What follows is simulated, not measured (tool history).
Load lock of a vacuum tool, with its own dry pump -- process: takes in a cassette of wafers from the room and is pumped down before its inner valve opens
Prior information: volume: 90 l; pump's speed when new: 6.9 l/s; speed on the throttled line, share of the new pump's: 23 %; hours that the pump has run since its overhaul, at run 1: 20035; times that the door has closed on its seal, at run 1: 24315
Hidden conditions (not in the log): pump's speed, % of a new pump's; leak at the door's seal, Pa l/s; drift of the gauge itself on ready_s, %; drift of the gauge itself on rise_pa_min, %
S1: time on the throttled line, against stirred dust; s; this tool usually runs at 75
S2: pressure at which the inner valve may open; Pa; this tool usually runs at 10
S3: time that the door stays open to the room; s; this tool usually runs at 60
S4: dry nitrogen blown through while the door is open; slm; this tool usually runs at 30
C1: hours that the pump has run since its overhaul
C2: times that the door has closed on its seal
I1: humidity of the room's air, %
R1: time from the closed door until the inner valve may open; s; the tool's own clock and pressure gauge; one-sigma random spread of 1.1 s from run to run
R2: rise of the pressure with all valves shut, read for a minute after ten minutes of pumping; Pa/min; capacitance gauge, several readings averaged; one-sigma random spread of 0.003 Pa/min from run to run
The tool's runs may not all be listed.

Run 1, hour 0.0: usual settings; C1 20035; C2 24315; I1 42.0. Result: R1 207.6 s, R2 0.129 Pa/min.
Run 2, hour 397.3: usual settings; C1 20432; C2 25233; I1 46.4. Result: R1 207.7 s, R2 0.141 Pa/min.
Run 3, hour 791.5: usual settings; C1 20827; C2 26145; I1 42.3. Result: R1 205.8 s, R2 0.138 Pa/min.
Run 4, hour 1314.2: usual settings; C1 21349; C2 27353; I1 44.6. Result: R1 206.5 s, R2 0.152 Pa/min.
Run 5, hour 1649.2: usual settings; C1 21684; C2 28127; I1 43.7. Result: R1 208.4 s, R2 0.147 Pa/min.
Run 6, hour 2162.7: usual settings; C1 22198; C2 29314; I1 44.1. Result: R1 212.3 s, R2 0.159 Pa/min.
Run 7, hour 2745.6: usual settings; C1 22781; C2 30662; I1 46.0. Result: R1 211.1 s, R2 0.170 Pa/min.
Run 8, hour 3321.1: usual settings but S3 164 s; C1 23356; C2 31992; I1 48.0. Result: R1 209.0 s, R2 0.196 Pa/min.
Run 9, hour 3715.3: usual settings but S2 16 Pa, S3 164 s; C1 23750; C2 32904; I1 45.7. Result: R1 201.7 s, R2 0.209 Pa/min.
Run 10, hour 4109.9: usual settings but S2 16 Pa, S3 164 s; C1 24145; C2 33816; I1 48.5. Result: R1 203.8 s, R2 0.208 Pa/min.
At hour 4636.4: dry pump taken out, an overhauled one fitted.
Run 11, hour 4693.0: usual settings but S2 16 Pa, S3 164 s; C1 57; C2 35150; I1 45.1. Result: R1 172.4 s, R2 0.217 Pa/min.
Run 12, hour 5164.5: usual settings but S2 16 Pa, S3 164 s; C1 528; C2 36240; I1 45.5. Result: R1 175.2 s, R2 0.226 Pa/min.
Run 13, hour 5661.9: usual settings; C1 1026; C2 37390; I1 45.8. Result: R1 180.9 s, R2 0.216 Pa/min.
Run 14, hour 6217.5: usual settings; C1 1581; C2 38674; I1 42.5. Result: R1 180.6 s, R2 0.220 Pa/min.
Run 15, hour 6819.4: usual settings; C1 2183; C2 40065; I1 47.2. Result: R1 183.2 s, R2 0.247 Pa/min.
Run 16, hour 7101.9: usual settings but S3 57 s; C1 2465; C2 40719; I1 43.1. Result: R1 183.5 s, R2 0.242 Pa/min.
Run 17, hour 7452.1: usual settings but S3 57 s; C1 2816; C2 41528; I1 45.6. Result: R1 182.4 s, R2 0.247 Pa/min.
Run 18, hour 7885.2: usual settings but S3 57 s; C1 3249; C2 42529; I1 44.2. Result: R1 184.1 s, R2 0.264 Pa/min.
Run 19, hour 8280.4: usual settings but S3 57 s; C1 3644; C2 43443; I1 43.4. Result: R1 184.3 s, R2 0.260 Pa/min.
Run 20, hour 8856.9: usual settings but S1 64 s, S2 17 Pa, S4 38 slm; C1 4220; C2 44776; I1 47.0. Result: R1 170.8 s, R2 0.271 Pa/min.
Run 21, hour 9332.8: usual settings but S1 143 s, S2 17 Pa, S3 26 s; C1 4696; C2 45876; I1 44.8. Result: R1 228.6 s, R2 0.280 Pa/min.
Run 22, hour 9889.4: usual settings but S1 80 s, S2 19 Pa, S3 26 s; C1 5253; C2 47162; I1 42.7. Result: R1 180.7 s, R2 0.294 Pa/min.
Run 23, hour 10420.9: usual settings but S2 8 Pa, S3 72 s, S4 4 slm; C1 5785; C2 48391; I1 42.2. Result: R1 188.3 s, R2 0.333 Pa/min.
Run 24, hour 11031.6: usual settings but S1 137 s, S2 18 Pa, S3 203 s; C1 6395; C2 49803; I1 43.5. Result: R1 226.9 s, R2 0.345 Pa/min.
Run 25, hour 11410.2: usual settings but S1 69 s, S2 17 Pa, S3 35 s, S4 10 slm; C1 6774; C2 50678; I1 45.1. Result: R1 174.3 s, R2 0.333 Pa/min.
Run 26, hour 11933.0: usual settings but S1 134 s, S2 7 Pa, S3 143 s, S4 17 slm; C1 7297; C2 51887; I1 44.8. Result: R1 236.3 s, R2 0.364 Pa/min.
Run 27, hour 12553.7: usual settings but S1 134 s, S2 17 Pa, S3 34 s, S4 43 slm; C1 7917; C2 53322; I1 39.5. Result: R1 225.4 s, R2 0.355 Pa/min.
Run 28, hour 13055.7: usual settings but S1 54 s, S2 17 Pa, S3 39 s, S4 43 slm; C1 8419; C2 54482; I1 44.0. Result: R1 166.5 s, R2 0.364 Pa/min.
Run 29, hour 13570.4: usual settings but S1 54 s, S2 17 Pa, S3 39 s, S4 43 slm; C1 8934; C2 55672; I1 44.6. Result: R1 166.5 s, R2 0.377 Pa/min.
Run 30, hour 13918.4: usual settings but S1 54 s, S2 9 Pa, S3 39 s, S4 10 slm; C1 9282; C2 56476; I1 43.1. Result: R1 177.1 s, R2 0.393 Pa/min.
Run 31, hour 14341.5: usual settings but S1 43 s, S2 7 Pa; C1 9705; C2 57454; I1 41.8. Result: R1 174.4 s, R2 0.402 Pa/min.
Run 32, hour 14725.7: usual settings but S1 49 s, S2 18 Pa, S3 42 s, S4 25 slm; C1 10089; C2 58343; I1 45.9. Result: R1 164.5 s, R2 0.405 Pa/min.
Run 33, hour 15005.5: usual settings but S1 49 s, S2 18 Pa, S3 42 s, S4 25 slm; C1 10369; C2 58989; I1 46.5. Result: R1 165.4 s, R2 0.415 Pa/min.
Run 34, hour 15482.2: usual settings but S1 41 s, S2 16 Pa, S3 41 s, S4 41 slm; C1 10846; C2 60091; I1 44.2. Result: R1 158.9 s, R2 0.423 Pa/min.
Run 35, hour 15992.8: usual settings but S2 8 Pa, S4 40 slm; C1 11356; C2 61272; I1 44.6. Result: R1 198.0 s, R2 0.441 Pa/min.
Run 36, hour 16607.9: usual settings but S1 81 s, S2 13 Pa, S4 40 slm; C1 11971; C2 62694; I1 48.1. Result: R1 194.2 s, R2 0.458 Pa/min.
Run 37, hour 17131.2: usual settings but S1 81 s, S2 13 Pa, S4 40 slm; C1 12495; C2 63903; I1 44.8. Result: R1 196.4 s, R2 0.458 Pa/min.

Measured less the same run without the tool's hidden state. The same run-to-run variation is in both; the gauge's scatter may not be:
run     R1      R2
  1  +26.0  +0.107
  2  +26.6  +0.113
  3  +26.9  +0.117
  4  +27.7  +0.125
  5  +28.4  +0.128
  6  +29.7  +0.137
  7  +30.5  +0.146
  8  +31.0  +0.154
  9  +29.8  +0.160
 10  +30.8  +0.165
 11   +0.3  +0.174
 12   +0.7  +0.181
 13   +1.3  +0.190
 14   +1.9  +0.200
 15   +2.6  +0.214
 16   +3.0  +0.217
 17   +3.4  +0.220
 18   +3.9  +0.234
 19   +4.3  +0.239
 20   +4.9  +0.251
 21   +4.4  +0.268
 22   +5.6  +0.277
 23   +7.2  +0.289
 24   +6.0  +0.298
 25   +7.6  +0.311
 26   +8.1  +0.318
 27   +7.8  +0.337
 28   +9.8  +0.349
 29  +10.4  +0.361
 30  +12.1  +0.371
 31  +13.6  +0.376
 32  +12.2  +0.382
 33  +12.7  +0.394
 34  +13.5  +0.403
 35  +14.7  +0.425
 36  +14.2  +0.429
 37  +15.0  +0.439

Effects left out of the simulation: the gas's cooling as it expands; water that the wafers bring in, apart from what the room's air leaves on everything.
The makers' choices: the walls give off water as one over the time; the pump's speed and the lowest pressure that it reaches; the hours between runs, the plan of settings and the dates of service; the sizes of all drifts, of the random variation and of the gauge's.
